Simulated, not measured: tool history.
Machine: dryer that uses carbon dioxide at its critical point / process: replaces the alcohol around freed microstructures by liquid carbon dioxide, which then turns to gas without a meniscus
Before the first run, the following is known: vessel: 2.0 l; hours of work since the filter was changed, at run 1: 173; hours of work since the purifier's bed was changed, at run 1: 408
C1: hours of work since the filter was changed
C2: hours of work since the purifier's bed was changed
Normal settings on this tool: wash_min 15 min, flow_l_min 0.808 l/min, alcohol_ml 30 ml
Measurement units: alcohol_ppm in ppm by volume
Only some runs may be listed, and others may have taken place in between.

Run 1, day 0.000: usual settings; C1 173; C2 408. Result: alcohol_ppm 282 ppm by volume.
Run 2, day 2.350: usual settings; C1 201; C2 435. Result: alcohol_ppm 301 ppm by volume.
Run 3, day 4.146: usual settings; C1 222; C2 456. Result: alcohol_ppm 323 ppm by volume.
At day 4.300: inlet filter changed.
Run 4, day 6.217: usual settings; C1 22; C2 480. Result: alcohol_ppm 231 ppm by volume.
Run 5, day 7.296: usual settings; C1 35; C2 492. Result: alcohol_ppm 244 ppm by volume.
Run 6, day 9.608: usual settings; C1 62; C2 519. Result: alcohol_ppm 246 ppm by volume.
Run 7, day 11.838: usual settings; C1 88; C2 545. Result: alcohol_ppm 252 ppm by volume.
Run 8, day 12.996: usual settings; C1 101; C2 559. Result: alcohol_ppm 280 ppm by volume.
Run 9, day 14.662: usual settings but alcohol_ml 71 ml; C1 121; C2 578. Result: alcohol_ppm 557 ppm by volume.
At day 14.883: purifier's bed changed.
Run 10, day 16.533: usual settings but alcohol_ml 71 ml; C1 141; C2 19. Result: alcohol_ppm 497 ppm by volume.
Run 11, day 18.204: usual settings but wash_min 10 min, alcohol_ml 71 ml; C1 160; C2 39. Result: alcohol_ppm 2128 ppm by volume.
Run 12, day 19.746: usual settings but wash_min 10 min, alcohol_ml 71 ml; C1 178; C2 57. Result: alcohol_ppm 2178 ppm by volume.
Run 13, day 21.821: usual settings but wash_min 10 min, alcohol_ml 71 ml; C1 203; C2 81. Result: alcohol_ppm 2227 ppm by volume.
At day 23.542: inlet filter changed.
Run 14, day 23.542: usual settings but wash_min 20 min; C1 0; C2 100. Result: alcohol_ppm 51 ppm by volume.
Run 15, day 24.962: usual settings but wash_min 20 min; C1 17; C2 117. Result: alcohol_ppm 62 ppm by volume.
Run 16, day 26.779: usual settings but wash_min 20 min; C1 38; C2 138. Result: alcohol_ppm 70 ppm by volume.
Run 17, day 28.892: usual settings but wash_min 20 min, alcohol_ml 32 ml; C1 62; C2 163. Result: alcohol_ppm 75 ppm by volume.
Run 18, day 30.100: usual settings but wash_min 20 min, alcohol_ml 32 ml; C1 76; C2 177. Result: alcohol_ppm 73 ppm by volume.
Run 19, day 31.238: usual settings but wash_min 20 min, alcohol_ml 32 ml; C1 90; C2 190. Result: alcohol_ppm 80 ppm by volume.
Run 20, day 32.250: usual settings but wash_min 20 min, alcohol_ml 32 ml; C1 101; C2 202. Result: alcohol_ppm 93 ppm by volume.
Run 21, day 33.338: usual settings but wash_min 20 min, alcohol_ml 20 ml; C1 114; C2 214. Result: alcohol_ppm 72 ppm by volume.
Run 22, day 35.158: usual settings but wash_min 20 min, alcohol_ml 56 ml; C1 135; C2 236. Result: alcohol_ppm 135 ppm by volume.
Run 23, day 36.196: usual settings but wash_min 11 min; C1 147; C2 248. Result: alcohol_ppm 715 ppm by volume.
Run 24, day 37.579: usual settings but wash_min 11 min; C1 163; C2 264. Result: alcohol_ppm 759 ppm by volume.
Run 25, day 39.792: usual settings but wash_min 11 min, flow_l_min 1.284 l/min, alcohol_ml 43 ml; C1 189; C2 290. Result: alcohol_ppm 219 ppm by volume.
Run 26, day 41.038: usual settings but wash_min 10 min, flow_l_min 0.908 l/min, alcohol_ml 103 ml; C1 204; C2 304. Result: alcohol_ppm 2538 ppm by volume.
At day 42.642: inlet filter changed.
Run 27, day 42.917: usual settings but wash_min 10 min, flow_l_min 0.908 l/min, alcohol_ml 103 ml; C1 3; C2 326. Result: alcohol_ppm 1687 ppm by volume.
Run 28, day 44.962: usual settings but wash_min 10 min, flow_l_min 0.908 l/min, alcohol_ml 103 ml; C1 27; C2 349. Result: alcohol_ppm 1785 ppm by volume.
Run 29, day 47.317: usual settings but flow_l_min 0.804 l/min, alcohol_ml 53 ml; C1 54; C2 377. Result: alcohol_ppm 362 ppm by volume.
Run 30, day 48.804: usual settings but wash_min 20 min, flow_l_min 0.768 l/min, alcohol_ml 39 ml; C1 72; C2 394. Result: alcohol_ppm 139 ppm by volume.
Run 31, day 50.596: usual settings but wash_min 20 min, flow_l_min 0.768 l/min, alcohol_ml 39 ml; C1 93; C2 415. Result: alcohol_ppm 140 ppm by volume.
Run 32, day 51.725: usual settings but flow_l_min 0.725 l/min; C1 106; C2 428. Result: alcohol_ppm 370 ppm by volume.
Run 33, day 52.742: usual settings but flow_l_min 0.854 l/min, alcohol_ml 33 ml; C1 118; C2 440. Result: alcohol_ppm 244 ppm by volume.
Run 34, day 54.446: usual settings but wash_min 22 min, flow_l_min 1.367 l/min, alcohol_ml 92 ml; C1 137; C2 460. Result: alcohol_ppm 77 ppm by volume.
Run 35, day 56.325: usual settings but wash_min 22 min, flow_l_min 0.597 l/min, alcohol_ml 53 ml; C1 159; C2 482. Result: alcohol_ppm 340 ppm by volume.
Run 36, day 57.746: usual settings but wash_min 21 min, flow_l_min 1.171 l/min, alcohol_ml 67 ml; C1 176; C2 498. Result: alcohol_ppm 84 ppm by volume.
Run 37, day 59.250: usual settings but flow_l_min 0.544 l/min; C1 193; C2 516. Result: alcohol_ppm 1041 ppm by volume.
Run 38, day 60.917: usual settings but flow_l_min 0.544 l/min; C1 213; C2 535. Result: alcohol_ppm 1028 ppm by volume.
At day 61.833: inlet filter changed.
Run 39, day 61.921: usual settings but wash_min 22 min, flow_l_min 0.696 l/min, alcohol_ml 37 ml; C1 1; C2 546. Result: alcohol_ppm 143 ppm by volume.
Run 40, day 64.271: usual settings but wash_min 10 min, flow_l_min 0.696 l/min, alcohol_ml 84 ml; C1 28; C2 574. Result: alcohol_ppm 3225 ppm by volume.
At day 64.833: purifier's bed changed.
Run 41, day 65.733: usual settings but alcohol_ml 49 ml; C1 44; C2 10. Result: alcohol_ppm 274 ppm by volume.
Run 42, day 66.875: usual settings but wash_min 18 min, flow_l_min 0.736 l/min, alcohol_ml 74 ml; C1 57; C2 24. Result: alcohol_ppm 285 ppm by volume.
Run 43, day 68.475: usual settings but wash_min 18 min, flow_l_min 0.736 l/min, alcohol_ml 74 ml; C1 76; C2 42. Result: alcohol_ppm 307 ppm by volume.
Run 44, day 70.204: usual settings but wash_min 18 min, flow_l_min 0.736 l/min, alcohol_ml 75 ml; C1 96; C2 63. Result: alcohol_ppm 316 ppm by volume.
Run 45, day 72.296: usual settings but wash_min 18 min, flow_l_min 0.736 l/min, alcohol_ml 75 ml; C1 120; C2 87. Result: alcohol_ppm 346 ppm by volume.
Run 46, day 73.754: usual settings but wash_min 18 min, flow_l_min 0.689 l/min, alcohol_ml 75 ml; C1 137; C2 104. Result: alcohol_ppm 484 ppm by volume.
Run 47, day 75.604: usual settings but wash_min 18 min, flow_l_min 0.689 l/min, alcohol_ml 75 ml; C1 159; C2 125. Result: alcohol_ppm 493 ppm by volume.

Entry by entry between the runs, the difference in hidden state between the last listed run before and the first listed run after:
Runs 3 to 4: inlet filter changed (day 4.300)
  flow that reaches the vessel past the clogged filter, %: 87.8 -> 98.6; alcohol in the recycled carbon dioxide, ppm: 69.9 -> 73.7
  what was measured, less what the result would be without the hidden state, alcohol_ppm: +173 -> +78 ppm by volume
Runs 9 to 10: purifier's bed changed (day 14.883)
  flow that reaches the vessel past the clogged filter, %: 93.5 -> 92.3; alcohol in the recycled carbon dioxide, ppm: 88.7 -> 8.4
  what was measured, less what the result would be without the hidden state, alcohol_ppm: +207 -> +150 ppm by volume
Runs 13 to 14: inlet filter changed (day 23.542)
  flow that reaches the vessel past the clogged filter, %: 89.1 -> 99.2; alcohol in the recycled carbon dioxide, ppm: 17.3 -> 20.4
  what was measured, less what the result would be without the hidden state, alcohol_ppm: +642 -> +16 ppm by volume
Runs 26 to 27: inlet filter changed (day 42.642)
  flow that reaches the vessel past the clogged filter, %: 88 -> 99.5; alcohol in the recycled carbon dioxide, ppm: 51.9 -> 55.1
  what was measured, less what the result would be without the hidden state, alcohol_ppm: +893 -> +79 ppm by volume
Runs 38 to 39: inlet filter changed (day 61.833)
  flow that reaches the vessel past the clogged filter, %: 87.9 -> 99.8; alcohol in the recycled carbon dioxide, ppm: 87.3 -> 89.1
  what was measured, less what the result would be without the hidden state, alcohol_ppm: +380 -> +86 ppm by volume
Runs 40 to 41: purifier's bed changed (day 64.833)
  flow that reaches the vessel past the clogged filter, %: 98.3 -> 97.5; alcohol in the recycled carbon dioxide, ppm: 93.7 -> 7.3
  what was measured, less what the result would be without the hidden state, alcohol_ppm: +227 -> +31 ppm by volume
